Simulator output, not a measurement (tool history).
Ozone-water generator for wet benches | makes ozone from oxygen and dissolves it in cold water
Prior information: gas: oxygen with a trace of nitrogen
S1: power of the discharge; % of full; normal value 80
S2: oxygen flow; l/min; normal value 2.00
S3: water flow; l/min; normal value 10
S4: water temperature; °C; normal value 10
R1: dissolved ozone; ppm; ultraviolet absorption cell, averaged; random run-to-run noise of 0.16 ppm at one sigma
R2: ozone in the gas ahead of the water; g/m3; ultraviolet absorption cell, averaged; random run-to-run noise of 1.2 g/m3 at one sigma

run,day,S1,S2,S3,S4,R1,R2
1,0.000,80,2.00,10,10,17.6,179.7
2,5.454,80,2.00,10,10,17.2,177.3
3,12.275,80,2.00,10,10,17.2,175.6
4,17.692,80,2.00,10,10,16.9,173.5
5,24.754,80,3.43,10,10,17.9,135.5
6,29.704,80,3.43,10,10,17.9,134.3
7,34.108,80,3.43,10,10,18.0,133.0
8,42.592,80,3.43,10,10,17.5,131.9
9,47.238,80,2.00,12,10,13.5,166.4
10,52.617,80,2.00,12,10,13.4,165.8
# day 59.112: contactor cleaned
11,62.125,80,2.00,7,10,22.2,164.4
12,69.138,80,2.00,7,10,22.0,160.2
13,76.638,43,2.00,10,10,10.0,102.0
14,81.575,43,2.00,10,10,10.3,101.5
15,85.625,73,2.00,10,10,14.6,148.9
16,90.742,73,2.00,10,10,14.6,146.8
17,100.238,94,2.75,15,10,12.1,151.8
18,108.879,78,2.75,10,9,15.8,130.6
19,117.204,78,2.75,10,9,15.6,127.8
# day 121.021: electrodes of the discharge changed
20,124.367,96,2.75,10,9,26.0,219.4
21,128.492,48,2.04,10,9,13.0,131.3
22,133.067,99,1.37,10,10,22.5,304.5
23,139.442,47,3.53,13,8,10.9,100.4
24,144.796,80,2.04,11,10,18.5,204.3
25,154.012,43,3.48,12,6,11.1,90.2
26,160.092,53,1.05,12,10,9.3,191.5
27,166.125,53,1.05,12,10,9.2,188.5
28,173.150,53,1.05,12,10,9.1,185.7
29,180.721,80,1.99,8,10,23.4,200.5
30,185.917,78,2.34,11,8,17.9,178.5
# day 186.688: water thermometer calibrated
31,190.104,88,2.06,12,10,17.0,209.8
# day 194.100: contactor cleaned
32,197.642,58,2.06,12,10,12.5,144.5

Below, each run's measurement less what the same run would have read without the hidden state. Both values contain the same run-to-run variation, but the gauge's scatter may not be the same in both:
Unlogged tool condition in this case: yield of the discharge, % of new electrodes'; contactor's efficiency, % of a clean one's; true water temperature over the reading, C; drift of the gauge itself on ozone_ppm, %; drift of the gauge itself on gas_g_m3, %.
run,R1,R2
1,-3.9,-34.9
2,-4.0,-36.0
3,-4.3,-37.3
4,-4.4,-38.6
5,-5.0,-31.8
6,-5.2,-32.6
7,-5.3,-33.4
8,-5.5,-34.9
9,-4.4,-45.8
10,-4.5,-47.1
11,-6.9,-49.5
12,-7.2,-50.5
13,-1.8,-17.1
14,-1.9,-17.4
15,-4.9,-47.8
16,-5.1,-48.3
17,-5.7,-64.8
18,-6.5,-50.2
19,-6.7,-51.3
20,-0.9,-1.1
21,-0.4,-0.7
22,-1.0,-4.9
23,-0.6,-1.1
24,-1.1,-5.4
25,-0.6,-1.6
26,-0.6,-5.6
27,-0.7,-6.5
28,-0.8,-7.6
29,-2.7,-14.2
30,-2.3,-13.6
31,-2.4,-18.9
32,-0.9,-10.0
